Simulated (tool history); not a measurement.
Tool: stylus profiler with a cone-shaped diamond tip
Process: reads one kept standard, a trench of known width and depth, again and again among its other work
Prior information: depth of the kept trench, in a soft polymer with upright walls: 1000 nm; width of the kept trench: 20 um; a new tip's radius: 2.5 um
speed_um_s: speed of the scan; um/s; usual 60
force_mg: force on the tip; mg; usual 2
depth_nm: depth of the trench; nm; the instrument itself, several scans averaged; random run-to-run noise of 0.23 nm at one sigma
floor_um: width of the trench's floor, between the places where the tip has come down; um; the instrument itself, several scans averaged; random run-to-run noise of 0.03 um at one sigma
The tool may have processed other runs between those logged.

Run 1, hour 0: usual settings. Result: depth_nm 1019.21 nm, floor_um 13.29 um.
Run 2, hour 42.4: usual settings. Result: depth_nm 1019.91 nm, floor_um 13.21 um.
Run 3, hour 117.9: usual settings but force_mg 1.79 mg. Result: depth_nm 1018.82 nm, floor_um 13.16 um.
Run 4, hour 199.3: usual settings but force_mg 4.63 mg. Result: depth_nm 1031.51 nm, floor_um 13.3 um.
Run 5, hour 248.5: usual settings but force_mg 4.63 mg. Result: depth_nm 1031.15 nm, floor_um 13.22 um.
Run 6, hour 303.9: usual settings but force_mg 4.63 mg. Result: depth_nm 1031.5 nm, floor_um 13.17 um.
Run 7, hour 379.3: usual settings. Result: depth_nm 1020.4 nm, floor_um 12.91 um.
Run 8, hour 462.1: usual settings but speed_um_s 21 um/s. Result: depth_nm 1020.92 nm, floor_um 13.13 um.
Run 9, hour 532: usual settings but force_mg 3.86 mg. Result: depth_nm 1029.2 nm, floor_um 12.88 um.
Run 10, hour 582.1: usual settings but force_mg 3.86 mg. Result: depth_nm 1029.44 nm, floor_um 12.82 um.
At hour 586.8: height scale calibrated on a step standard.
Run 11, hour 673.5: usual settings but force_mg 3.86 mg. Result: depth_nm 1023.56 nm, floor_um 12.75 um.
Run 12, hour 773.1: usual settings but force_mg 3.86 mg. Result: depth_nm 1023.96 nm, floor_um 12.65 um.
Run 13, hour 851.3: usual settings but force_mg 3.86 mg. Result: depth_nm 1024.15 nm, floor_um 12.57 um.
Run 14, hour 919.4: usual settings but force_mg 5.74 mg. Result: depth_nm 1030.77 nm, floor_um 12.59 um.
Run 15, hour 971.8: usual settings but force_mg 5.74 mg. Result: depth_nm 1031.32 nm, floor_um 12.55 um.
Run 16, hour 1064.6: usual settings. Result: depth_nm 1016.15 nm, floor_um 12.31 um.
Run 17, hour 1121.3: usual settings. Result: depth_nm 1016.79 nm, floor_um 12.25 um.
At hour 1159.7: new tip fitted, height scale calibrated.
Run 18, hour 1164.8: usual settings. Result: depth_nm 1014.99 nm, floor_um 15.51 um.
Run 19, hour 1256.4: usual settings. Result: depth_nm 1015.03 nm, floor_um 15.38 um.
Run 20, hour 1308.7: usual settings. Result: depth_nm 1015.29 nm, floor_um 15.31 um.
Run 21, hour 1356.2: usual settings. Result: depth_nm 1015.35 nm, floor_um 15.26 um.
Run 22, hour 1430.2: usual settings. Result: depth_nm 1015.97 nm, floor_um 15.12 um.
Run 23, hour 1471.9: usual settings. Result: depth_nm 1015.67 nm, floor_um 15.07 um.
Run 24, hour 1514.7: usual settings but speed_um_s 90 um/s, force_mg 1.05 mg. Result: depth_nm 1010.32 nm, floor_um 14.55 um.
Run 25, hour 1594.8: usual settings but speed_um_s 61 um/s, force_mg 5.01 mg. Result: depth_nm 1028.29 nm, floor_um 14.99 um.
Run 26, hour 1676.1: usual settings but speed_um_s 30 um/s, force_mg 5.53 mg. Result: depth_nm 1030.52 nm, floor_um 15.08 um.
Run 27, hour 1756.6: usual settings but speed_um_s 223 um/s, force_mg 4.28 mg. Result: depth_nm 1026.1 nm, floor_um 14.04 um.
Run 28, hour 1848.5: usual settings but speed_um_s 18 um/s, force_mg 5.64 mg. Result: depth_nm 1030.84 nm, floor_um 14.89 um.
Run 29, hour 1911.5: usual settings but speed_um_s 18 um/s, force_mg 5.64 mg. Result: depth_nm 1031.65 nm, floor_um 14.78 um.
Run 30, hour 1971.8: usual settings but speed_um_s 18 um/s, force_mg 5.64 mg. Result: depth_nm 1031.61 nm, floor_um 14.8 um.
Run 31, hour 2043.5: usual settings but speed_um_s 18 um/s, force_mg 5.64 mg. Result: depth_nm 1031.88 nm, floor_um 14.71 um.
Run 32, hour 2088.5: usual settings but speed_um_s 187 um/s, force_mg 0.71 mg. Result: depth_nm 1010.04 nm, floor_um 12.43 um.
Run 33, hour 2130.8: usual settings but speed_um_s 21 um/s. Result: depth_nm 1016.96 nm, floor_um 14.53 um.
Run 34, hour 2186.8: usual settings but speed_um_s 112 um/s, force_mg 5.01 mg. Result: depth_nm 1030.53 nm, floor_um 14.12 um.
Run 35, hour 2252.3: usual settings but speed_um_s 193 um/s, force_mg 0.91 mg. Result: depth_nm 1011.31 nm, floor_um 12.43 um.
Run 36, hour 2296.9: usual settings but speed_um_s 193 um/s, force_mg 0.91 mg. Result: depth_nm 1011.77 nm, floor_um 12.36 um.
Run 37, hour 2353.5: usual settings but speed_um_s 122 um/s, force_mg 1.15 mg. Result: depth_nm 1013.54 nm, floor_um 13.25 um.
Run 38, hour 2403.5: usual settings but speed_um_s 122 um/s, force_mg 1.15 mg. Result: depth_nm 1013.7 nm, floor_um 13.22 um.
Run 39, hour 2468: usual settings but speed_um_s 122 um/s, force_mg 1.15 mg. Result: depth_nm 1013.53 nm, floor_um 13.11 um.
Run 40, hour 2509: usual settings but speed_um_s 64 um/s, force_mg 1.92 mg. Result: depth_nm 1018.08 nm, floor_um 13.77 um.
Run 41, hour 2602.5: usual settings but speed_um_s 64 um/s, force_mg 1.92 mg. Result: depth_nm 1018.46 nm, floor_um 13.73 um.
Run 42, hour 2645.6: usual settings but speed_um_s 51 um/s, force_mg 1.48 mg. Result: depth_nm 1016.16 nm, floor_um 13.68 um.
Run 43, hour 2741.1: usual settings but speed_um_s 61 um/s, force_mg 1.28 mg. Result: depth_nm 1015.09 nm, floor_um 13.4 um.
Run 44, hour 2805.7: usual settings but speed_um_s 66 um/s, force_mg 1.04 mg. Result: depth_nm 1013.89 nm, floor_um 13.29 um.
Run 45, hour 2876.8: usual settings but speed_um_s 208 um/s, force_mg 3.56 mg. Result: depth_nm 1026.37 nm, floor_um 12.71 um.

Each row is a separate what-if for the run after 45, all from the same tool condition, not one after another. Results?
Run A, hour 2968.8: usual settings but speed_um_s 28 um/s. Result: depth_nm ?, floor_um ?.
Run B, hour 2968.8: usual settings but speed_um_s 195 um/s, force_mg 3.37 mg. Result: depth_nm ?, floor_um ?.
Run C, hour 2968.8: usual settings but speed_um_s 210 um/s, force_mg 3.22 mg. Result: depth_nm ?, floor_um ?.
Run D, hour 2968.8: usual settings but speed_um_s 34 um/s, force_mg 3.56 mg. Result: depth_nm ?, floor_um ?.
Run E, hour 2968.8: usual settings but speed_um_s 107 um/s, force_mg 0.86 mg. Result: depth_nm ?, floor_um ?.

run  depth_nm  floor_um
  A   1019.45     13.53
  B   1025.49     12.64
  C   1025.15     12.59
  D   1026.45     13.56
  E   1013.17     12.55
Without the tool's hidden state the same runs would have given:
run  depth_nm  floor_um
  A   1014.62     15.77
  B   1020.63     14.89
  C    1020.3     14.83
  D   1021.58      15.8
  E   1008.37      14.8
